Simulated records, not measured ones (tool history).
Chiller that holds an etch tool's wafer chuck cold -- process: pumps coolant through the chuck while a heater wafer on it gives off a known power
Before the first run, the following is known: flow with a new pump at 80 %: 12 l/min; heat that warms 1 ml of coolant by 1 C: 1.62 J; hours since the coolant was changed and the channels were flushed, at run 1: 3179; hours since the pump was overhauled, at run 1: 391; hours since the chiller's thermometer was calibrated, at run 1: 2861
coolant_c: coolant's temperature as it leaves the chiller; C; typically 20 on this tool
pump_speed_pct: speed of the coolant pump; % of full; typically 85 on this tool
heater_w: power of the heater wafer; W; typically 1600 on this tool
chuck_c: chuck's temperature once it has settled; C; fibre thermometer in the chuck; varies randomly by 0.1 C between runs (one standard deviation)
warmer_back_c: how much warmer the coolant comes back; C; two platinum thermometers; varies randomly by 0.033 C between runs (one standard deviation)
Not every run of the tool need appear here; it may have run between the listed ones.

run,hour,coolant_c,pump_speed_pct,heater_w,hours since the coolant was changed and the channels were flushed,hours since the pump was overhauled,hours since the chiller's thermometer was calibrated,chuck_c,warmer_back_c
1,0,20,85,1600,3179,391,2861,30.6,4.59
2,20.6,20,85,1600,3199,411,2881,30.6,4.68
3,42.6,20,85,1600,3221,434,2903,30.5,4.61
4,62.8,20,85,1600,3241,454,2923,30.6,4.7
5,77.4,20,68,1600,3256,468,2938,32.7,5.95
6,101.4,20,68,1238,3280,492,2962,29.7,4.56
7,127.1,20,68,1238,3306,518,2988,29.9,4.54
8,157.2,20,85,1877,3336,548,3018,32.6,5.44
9,182.9,20,85,1462,3362,574,3044,29.8,4.3
10,197.3,20,85,1462,3376,588,3058,29.7,4.26
11,210.2,20,85,2381,3389,601,3071,35.9,6.97
12,224.2,11,85,1600,3403,615,3085,21.9,4.68
13,244.1,11,85,1600,3423,635,3105,21.7,4.74
14,258.2,11,85,1600,3437,649,3119,21.9,4.69
15,284.4,11,97,1600,3463,675,3145,20.7,4.08
16,306.6,11,85,1600,3485,697,3167,21.8,4.72
17,332.9,12,85,1958,3511,724,3193,25.1,5.71
18,349.8,30,74,1600,3528,741,3210,42,5.42
19,371.1,30,74,1600,3550,762,3232,41.9,5.38
20,398.5,30,74,1600,3577,789,3259,41.9,5.45
21,419.1,29,74,1600,3598,810,3280,40.9,5.38
22,442.1,29,74,1600,3621,833,3303,40.9,5.37
23,470,29,74,1600,3649,861,3331,41.2,5.4
24,495.4,25,87,1708,3674,886,3356,36.3,4.93
25,512.8,22,85,1600,3691,904,3373,32.9,4.61
26,537,22,85,1600,3716,928,3398,32.8,4.7
27,567.1,28,84,879,3746,958,3428,34.2,2.58
28,582.3,12,90,1453,3761,973,3443,21.5,4.03
29,610,29,94,904,3789,1001,3471,34.7,2.39
30,627.3,16,81,1070,3806,1018,3488,23.7,3.34
31,649.3,11,72,1507,3828,1040,3510,22.7,5.28

Each row is a separate what-if for the run after 31, all from the same tool condition, not one after another. Results?
A,668.9,14,85,1937,3847,1060,3529,?,?
B,668.9,24,72,1004,3847,1060,3529,?,?
C,668.9,20,85,1683,3847,1060,3529,?,?
D,668.9,20,81,1507,3847,1060,3529,?,?
E,668.9,13,99,1589,3847,1060,3529,?,?

run,chuck_c,warmer_back_c
A,27,5.68
B,31.9,3.53
C,31.5,4.96
D,30.8,4.64
E,22.6,4.03
Stripped of hidden state, with their random variation kept, the same runs would have yielded:
run,chuck_c,warmer_back_c
A,25.8,5.61
B,31.1,3.49
C,30.4,4.9
D,29.8,4.59
E,21.6,3.99
